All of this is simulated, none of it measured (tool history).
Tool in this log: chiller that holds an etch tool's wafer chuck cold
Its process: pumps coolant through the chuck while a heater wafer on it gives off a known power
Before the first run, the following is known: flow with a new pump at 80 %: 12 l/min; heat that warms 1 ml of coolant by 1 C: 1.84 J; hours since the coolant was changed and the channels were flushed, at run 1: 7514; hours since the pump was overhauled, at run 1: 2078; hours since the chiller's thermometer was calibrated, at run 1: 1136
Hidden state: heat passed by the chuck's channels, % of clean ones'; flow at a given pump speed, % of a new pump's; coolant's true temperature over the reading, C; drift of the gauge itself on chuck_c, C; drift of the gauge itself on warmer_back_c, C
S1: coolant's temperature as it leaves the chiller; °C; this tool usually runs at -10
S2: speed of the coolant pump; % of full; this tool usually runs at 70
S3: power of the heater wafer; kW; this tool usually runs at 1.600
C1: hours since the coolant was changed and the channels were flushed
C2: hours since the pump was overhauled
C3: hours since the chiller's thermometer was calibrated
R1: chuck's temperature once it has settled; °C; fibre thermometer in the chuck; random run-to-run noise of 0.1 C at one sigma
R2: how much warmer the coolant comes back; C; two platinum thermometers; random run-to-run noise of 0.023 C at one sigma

{"run": 1, "day": 0.0, "S1": -10, "S2": 70, "S3": 1.6, "C1": 7514, "C2": 2078, "C3": 1136, "R1": 15.9, "R2": 5.09}
{"run": 2, "day": 2.042, "S1": -10, "S2": 70, "S3": 1.6, "C1": 7563, "C2": 2127, "C3": 1185, "R1": 15.8, "R2": 5.1}
{"run": 3, "day": 4.658, "S1": -10, "S2": 70, "S3": 1.6, "C1": 7626, "C2": 2190, "C3": 1248, "R1": 15.9, "R2": 5.12}
{"run": 4, "day": 8.158, "S1": -10, "S2": 70, "S3": 0.862, "C1": 7710, "C2": 2274, "C3": 1332, "R1": 4.1, "R2": 2.73}
{"run": 5, "day": 10.817, "S1": -10, "S2": 70, "S3": 0.862, "C1": 7774, "C2": 2338, "C3": 1396, "R1": 4.2, "R2": 2.73}
{"run": 6, "day": 13.671, "S1": -10, "S2": 70, "S3": 0.862, "C1": 7842, "C2": 2407, "C3": 1464, "R1": 4.0, "R2": 2.75}
{"run": 7, "day": 15.717, "S1": -16, "S2": 70, "S3": 0.862, "C1": 7891, "C2": 2456, "C3": 1514, "R1": -1.6, "R2": 2.75}
{"run": 8, "day": 18.475, "S1": -10, "S2": 70, "S3": 1.6, "C1": 7958, "C2": 2522, "C3": 1580, "R1": 16.3, "R2": 5.09}
{"run": 9, "day": 21.883, "S1": -10, "S2": 90, "S3": 1.6, "C1": 8039, "C2": 2604, "C3": 1662, "R1": 11.8, "R2": 3.88}
{"run": 10, "day": 23.417, "S1": -2, "S2": 90, "S3": 1.305, "C1": 8076, "C2": 2640, "C3": 1698, "R1": 15.8, "R2": 3.18}
{"run": 11, "day": 25.679, "S1": -7, "S2": 67, "S3": 2.25, "C1": 8130, "C2": 2695, "C3": 1753, "R1": 31.4, "R2": 7.57}
{"run": 12, "day": 29.046, "S1": -12, "S2": 70, "S3": 0.907, "C1": 8211, "C2": 2776, "C3": 1833, "R1": 3.0, "R2": 2.89}
{"run": 13, "day": 32.171, "S1": -17, "S2": 70, "S3": 0.907, "C1": 8286, "C2": 2851, "C3": 1908, "R1": -1.9, "R2": 2.9}
{"run": 14, "day": 34.833, "S1": -1, "S2": 64, "S3": 1.537, "C1": 8350, "C2": 2914, "C3": 1972, "R1": 26.4, "R2": 5.36}
{"run": 15, "day": 37.433, "S1": -15, "S2": 70, "S3": 1.537, "C1": 8413, "C2": 2977, "C3": 2035, "R1": 10.7, "R2": 4.94}
{"run": 16, "day": 39.079, "S1": -5, "S2": 70, "S3": 1.6, "C1": 8452, "C2": 3016, "C3": 2074, "R1": 21.7, "R2": 5.11}

Expected results for the next run?
{"run": 17, "day": 41.329, "S1": -5, "S2": 70, "S3": 1.6, "C1": 8506, "C2": 3070, "C3": 2128, "R1": "?", "R2": "?"}

For run 17 the tool returned R1 21.7 °C, R2 5.18 C.
On a tool with no hidden condition, and with the same random variation, this run would have come out at R1 15.8 °C, R2 5.07 C.
